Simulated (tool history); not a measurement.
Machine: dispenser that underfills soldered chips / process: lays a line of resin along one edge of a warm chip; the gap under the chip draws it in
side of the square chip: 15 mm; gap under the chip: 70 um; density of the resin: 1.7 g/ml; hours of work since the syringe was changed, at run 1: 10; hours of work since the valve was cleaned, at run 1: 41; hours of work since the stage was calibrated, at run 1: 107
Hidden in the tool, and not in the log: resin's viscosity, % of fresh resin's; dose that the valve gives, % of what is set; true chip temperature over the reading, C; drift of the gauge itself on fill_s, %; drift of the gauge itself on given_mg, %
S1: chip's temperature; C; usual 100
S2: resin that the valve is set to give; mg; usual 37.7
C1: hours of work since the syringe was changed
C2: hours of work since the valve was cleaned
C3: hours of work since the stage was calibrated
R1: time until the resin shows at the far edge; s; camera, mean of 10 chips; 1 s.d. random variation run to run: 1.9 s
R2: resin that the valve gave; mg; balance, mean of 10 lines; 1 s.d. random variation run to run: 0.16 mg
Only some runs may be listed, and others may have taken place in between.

{"run": 1, "day": 0.0, "S1": 100, "S2": 37.7, "C1": 10, "C2": 41, "C3": 107, "R1": 270.2, "R2": 36.3}
{"day": 0.071, "done": "new syringe of resin"}
{"day": 0.238, "done": "dispensing valve cleaned and set on the balance"}
{"run": 2, "day": 0.329, "S1": 100, "S2": 37.7, "C1": 4, "C2": 2, "C3": 112, "R1": 209.8, "R2": 37.4}
{"run": 3, "day": 0.488, "S1": 100, "S2": 43.4, "C1": 7, "C2": 5, "C3": 115, "R1": 232.8, "R2": 43.14}
{"day": 0.738, "done": "new syringe of resin"}
{"run": 4, "day": 0.738, "S1": 100, "S2": 37.7, "C1": 0, "C2": 9, "C3": 119, "R1": 185.0, "R2": 37.21}
{"run": 5, "day": 0.996, "S1": 100, "S2": 37.7, "C1": 5, "C2": 14, "C3": 124, "R1": 222.3, "R2": 37.3}
{"run": 6, "day": 1.217, "S1": 100, "S2": 37.7, "C1": 9, "C2": 18, "C3": 128, "R1": 254.8, "R2": 37.12}
{"day": 1.358, "done": "new syringe of resin"}
{"run": 7, "day": 1.492, "S1": 100, "S2": 37.7, "C1": 2, "C2": 23, "C3": 133, "R1": 201.7, "R2": 36.87}
{"run": 8, "day": 1.725, "S1": 88, "S2": 37.7, "C1": 7, "C2": 27, "C3": 137, "R1": 366.5, "R2": 37.11}
{"run": 9, "day": 1.867, "S1": 100, "S2": 37.7, "C1": 9, "C2": 30, "C3": 140, "R1": 265.8, "R2": 36.71}
{"day": 1.979, "done": "new syringe of resin"}
{"run": 10, "day": 2.042, "S1": 100, "S2": 37.7, "C1": 1, "C2": 33, "C3": 143, "R1": 187.1, "R2": 36.52}
{"run": 11, "day": 2.338, "S1": 100, "S2": 47.4, "C1": 7, "C2": 38, "C3": 149, "R1": 225.1, "R2": 45.61}
{"run": 12, "day": 2.571, "S1": 100, "S2": 47.4, "C1": 11, "C2": 43, "C3": 153, "R1": 258.6, "R2": 45.57}
{"day": 2.604, "done": "new syringe of resin"}
{"day": 2.717, "done": "dispensing valve cleaned and set on the balance"}
{"run": 13, "day": 2.796, "S1": 94, "S2": 37.7, "C1": 3, "C2": 1, "C3": 156, "R1": 254.0, "R2": 37.75}
{"run": 14, "day": 3.025, "S1": 100, "S2": 37.7, "C1": 7, "C2": 6, "C3": 160, "R1": 239.6, "R2": 37.19}
{"run": 15, "day": 3.242, "S1": 110, "S2": 37.7, "C1": 11, "C2": 10, "C3": 164, "R1": 199.3, "R2": 36.99}
{"day": 3.275, "done": "new syringe of resin"}
{"run": 16, "day": 3.483, "S1": 110, "S2": 37.7, "C1": 4, "C2": 14, "C3": 169, "R1": 155.8, "R2": 37.08}
{"run": 17, "day": 3.621, "S1": 110, "S2": 46.3, "C1": 6, "C2": 17, "C3": 171, "R1": 161.0, "R2": 45.49}
{"day": 3.892, "done": "new syringe of resin"}
{"run": 18, "day": 3.904, "S1": 110, "S2": 46.3, "C1": 0, "C2": 22, "C3": 176, "R1": 130.6, "R2": 45.47}
{"run": 19, "day": 4.054, "S1": 110, "S2": 33.8, "C1": 3, "C2": 24, "C3": 179, "R1": 153.4, "R2": 32.7}
{"run": 20, "day": 4.183, "S1": 110, "S2": 33.8, "C1": 5, "C2": 27, "C3": 181, "R1": 168.8, "R2": 33.0}
{"run": 21, "day": 4.329, "S1": 110, "S2": 33.8, "C1": 8, "C2": 30, "C3": 184, "R1": 182.1, "R2": 32.88}
{"day": 4.521, "done": "new syringe of resin"}
{"run": 22, "day": 4.533, "S1": 110, "S2": 33.8, "C1": 0, "C2": 33, "C3": 188, "R1": 141.3, "R2": 32.73}
{"run": 23, "day": 4.783, "S1": 114, "S2": 38.8, "C1": 5, "C2": 38, "C3": 192, "R1": 140.6, "R2": 37.34}
{"run": 24, "day": 4.933, "S1": 111, "S2": 38.8, "C1": 8, "C2": 40, "C3": 195, "R1": 169.0, "R2": 37.5}
{"day": 5.146, "done": "new syringe of resin"}
{"day": 5.188, "done": "dispensing valve cleaned and set on the balance"}
{"run": 25, "day": 5.192, "S1": 106, "S2": 45.5, "C1": 0, "C2": 0, "C3": 199, "R1": 147.1, "R2": 45.54}
{"run": 26, "day": 5.383, "S1": 107, "S2": 41.9, "C1": 4, "C2": 4, "C3": 202, "R1": 163.5, "R2": 41.91}

What does the tool deliver on the next run?
{"run": 27, "day": 5.646, "S1": 112, "S2": 43.6, "C1": 9, "C2": 9, "C3": 207, "R1": "?", "R2": "?"}

Logged for run 27: R1 163.3 s, R2 43.24 mg.
If the tool had no hidden condition, the same run with the same run-to-run variation would have returned R1 125.3 s, R2 43.46 mg.
